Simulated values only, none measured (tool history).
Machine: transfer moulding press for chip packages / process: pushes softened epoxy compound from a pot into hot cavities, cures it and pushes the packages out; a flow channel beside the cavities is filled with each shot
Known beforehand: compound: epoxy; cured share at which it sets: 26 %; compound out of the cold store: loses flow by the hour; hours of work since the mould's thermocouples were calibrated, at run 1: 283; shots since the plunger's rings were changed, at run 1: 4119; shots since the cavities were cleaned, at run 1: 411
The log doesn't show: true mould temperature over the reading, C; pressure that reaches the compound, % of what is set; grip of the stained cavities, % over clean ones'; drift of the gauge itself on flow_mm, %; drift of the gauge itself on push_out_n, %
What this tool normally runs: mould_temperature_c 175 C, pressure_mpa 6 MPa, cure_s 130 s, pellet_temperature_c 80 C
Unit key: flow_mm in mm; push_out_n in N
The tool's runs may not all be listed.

run    hour  mould_temperature_c  pressure_mpa  cure_s  pellet_temperature_c  hours of work since the mould's thermocouples were calibrated  shots since the plunger's rings were changed  shots since the cavities were cleaned  incoming compound's hours out of the cold store  flow_mm  push_out_n
  1       0                  175             6     130                    80                                                            283                                          4119                                    411                                             47.9      855         978
  2    32.1                  175             6     130                    80                                                            299                                          4346                                    638                                             19.4      934        1099
       49.4  -- plunger's sealing rings changed
  3    72.3                  175             6     156                    80                                                            319                                           162                                    903                                             11.3     1010         925
      109.1  -- cavities cleaned with cleaning compound and waxed
  4   115.6                  175             6     130                    70                                                            340                                           456                                     46                                             44.8      912         636
      124.6  -- mould's thermocouples calibrated
  5   147.6                  175             6     130                    70                                                             12                                           668                                    258                                              8.6     1022         872
  6   187.8                  175             6     130                    70                                                             33                                           951                                    541                                             23.6      957        1044
  7   242.7                  175             6     130                    70                                                             61                                          1338                                    928                                               47      889        1100
  8   274.1                  175             6     130                    80                                                             77                                          1559                                   1149                                             14.2      986        1128
      278.1  -- cavities cleaned with cleaning compound and waxed
  9   331.2                  175             6     130                    80                                                            106                                          1951                                    374                                               16      973         975
 10   376.7                  175             6     130                    80                                                            129                                          2271                                    694                                             24.3      955        1047
 11   401.8                  175             6     130                    80                                                            142                                          2449                                    872                                             39.8      901        1071
      442.8  -- cavities cleaned with cleaning compound and waxed
 12   458.6                  175             6     130                    80                                                            171                                          2838                                    111                                             37.3      892         723
 13   503.5                  175             6     130                    80                                                            194                                          3154                                    427                                             20.6      940        1028
 14     539                  175             6     130                    80                                                            212                                          3404                                    677                                             12.9      967        1086
 15   563.4                  175             6     130                    80                                                            225                                          3577                                    850                                             15.4      957        1152
 16   589.1                  171             6     145                    76                                                            238                                          3757                                   1030                                              8.2      991        1206
      608.9  -- cavities cleaned with cleaning compound and waxed
 17   642.1                  167             6     145                    78                                                            265                                          4121                                    235                                             39.8      908        1130
 18   678.8                  167             6     145                    78                                                            284                                          4379                                    493                                             19.2      962        1353
      689.3  -- plunger's sealing rings changed
 19     724                  170             6     129                    73                                                            306                                           245                                    794                                             42.4      923        1459
 20   758.6                  170             6     129                    73                                                            324                                           489                                   1038                                             26.8      984        1596
        777  -- cavities cleaned with cleaning compound and waxed
      801.4  -- mould's thermocouples calibrated
 21   801.4                  170             6     129                    73                                                              0                                           765                                    158                                             32.9      956        1083
 22   840.4                  179          6.22     156                    87                                                             20                                          1040                                    433                                             26.3      959         809
 23   888.7                  179          6.22     156                    87                                                             45                                          1380                                    773                                              9.1     1007         866
 24   916.4                  180          6.22     156                    82                                                             59                                          1576                                    969                                             31.4      927         907
      944.9  -- cavities cleaned with cleaning compound and waxed
 25   974.1                  180          6.22     156                    82                                                             88                                          1972                                    206                                             10.3     1000         702
 26  1014.8                  178             6     113                    80                                                            109                                          2258                                    492                                             43.4      879        1044
 27  1052.5                  175             6     130                    71                                                            129                                          2524                                    758                                               43      885        1094
 28  1085.4                  180             6     130                    80                                                            146                                          2756                                    990                                             27.1      908         938

How would selected steps in flow_mm from run to run divide? Give the signed amount a tool lacking its hidden state would still show from settings, what came in and random variation, and the signed amount left for the hidden state, including any gauge scatter that is not in both of the compared results.
Run 2 -> 3: cure_s 130 -> 156, plunger's sealing rings changed. flow_mm +76 mm: hidden state +56, all else +20.
Run 4 -> 5: mould's thermocouples calibrated. flow_mm +110 mm: hidden state -7, all else +117.
Run 18 -> 19: mould_temperature_c 167 -> 170, cure_s 145 -> 129, pellet_temperature_c 78 -> 73, plunger's sealing rings changed. flow_mm -39 mm: hidden state +60, all else -99.
Run 25 -> 26: mould_temperature_c 180 -> 178, pressure_mpa 6.22 -> 6, cure_s 156 -> 113, pellet_temperature_c 82 -> 80. flow_mm -121 mm: hidden state +1, all else -122.

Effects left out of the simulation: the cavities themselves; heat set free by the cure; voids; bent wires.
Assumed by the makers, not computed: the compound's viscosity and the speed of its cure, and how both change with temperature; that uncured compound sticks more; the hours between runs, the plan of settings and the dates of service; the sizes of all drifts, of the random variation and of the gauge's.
